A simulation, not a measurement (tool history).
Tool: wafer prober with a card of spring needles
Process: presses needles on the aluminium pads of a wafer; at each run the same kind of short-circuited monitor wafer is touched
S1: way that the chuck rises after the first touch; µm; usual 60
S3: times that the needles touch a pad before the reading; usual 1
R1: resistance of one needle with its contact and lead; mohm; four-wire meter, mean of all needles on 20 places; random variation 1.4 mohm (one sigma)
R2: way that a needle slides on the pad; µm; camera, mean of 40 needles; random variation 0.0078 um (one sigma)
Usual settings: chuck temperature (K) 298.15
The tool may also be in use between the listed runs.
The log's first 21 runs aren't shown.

-- hour=211.2 tips cleaned on abrasive film
run 22 hour=220.2 | S1=51 chuck_temperature_(K)=325.15 S3=2 | R1=123 R2=8.865
run 23 hour=230.8 | S1=51 chuck_temperature_(K)=325.15 S3=2 | R1=123 R2=8.864
-- hour=232.5 tips cleaned on abrasive film
run 24 hour=240.3 | S1=62 chuck_temperature_(K)=365.15 S3=1 | R1=124 R2=10.792
run 25 hour=250.5 | S1=62 chuck_temperature_(K)=365.15 S3=1 | R1=126 R2=10.789
-- hour=253.9 tips cleaned on abrasive film
run 26 hour=260.2 | S1=48 chuck_temperature_(K)=298.15 S3=1 | R1=122 R2=8.354
run 27 hour=271.2 | S1=48 chuck_temperature_(K)=306.15 S3=1 | R1=122 R2=8.362
-- hour=275.3 tips cleaned on abrasive film
run 28 hour=284.6 | S1=64 chuck_temperature_(K)=319.15 S3=2 | R1=120 R2=11.137
-- hour=291.7 height of the first contact set anew
run 29 hour=292.3 | S1=64 chuck_temperature_(K)=319.15 S3=2 | R1=119 R2=11.142
-- hour=296.7 tips cleaned on abrasive film
run 30 hour=304 | S1=61 chuck_temperature_(K)=332.15 S3=1 | R1=120 R2=10.606
-- hour=317.9 tips cleaned on abrasive film
run 31 hour=318.4 | S1=58 chuck_temperature_(K)=381.15 S3=1 | R1=130 R2=10.094
run 32 hour=331.7 | S1=60 chuck_temperature_(K)=344.15 S3=2 | R1=122 R2=10.439
-- hour=339.8 tips cleaned on abrasive film
run 33 hour=339.9 | S1=77 chuck_temperature_(K)=306.15 S3=3 | R1=112 R2=13.395
run 34 hour=353.5 | S1=60 chuck_temperature_(K)=343.15 S3=1 | R1=122 R2=10.431

4 ways to go on from here, each from the tool as it stands after run 34. What would each give?
-- hour=360.7 tips cleaned on abrasive film
run A hour=365.2 | S1=61 chuck_temperature_(K)=343.15 S3=1 | R1=? R2=?
-- hour=360.7 tips cleaned on abrasive film
run B hour=365.2 | S1=60 chuck_temperature_(K)=343.15 S3=1 | R1=? R2=?
-- hour=360.7 tips cleaned on abrasive film
run C hour=365.2 | S1=45 chuck_temperature_(K)=343.15 S3=1 | R1=? R2=?
-- hour=360.7 tips cleaned on abrasive film
run D hour=365.2 | S1=46 chuck_temperature_(K)=343.15 S3=1 | R1=? R2=?

run=A R1=123 R2=10.611
run=B R1=122 R2=10.433
run=C R1=128 R2=7.823
run=D R1=126 R2=8.006
Without the tool's hidden state the same runs would have given:
run=A R1=123 R2=10.612
run=B R1=122 R2=10.433
run=C R1=128 R2=7.823
run=D R1=126 R2=8.006
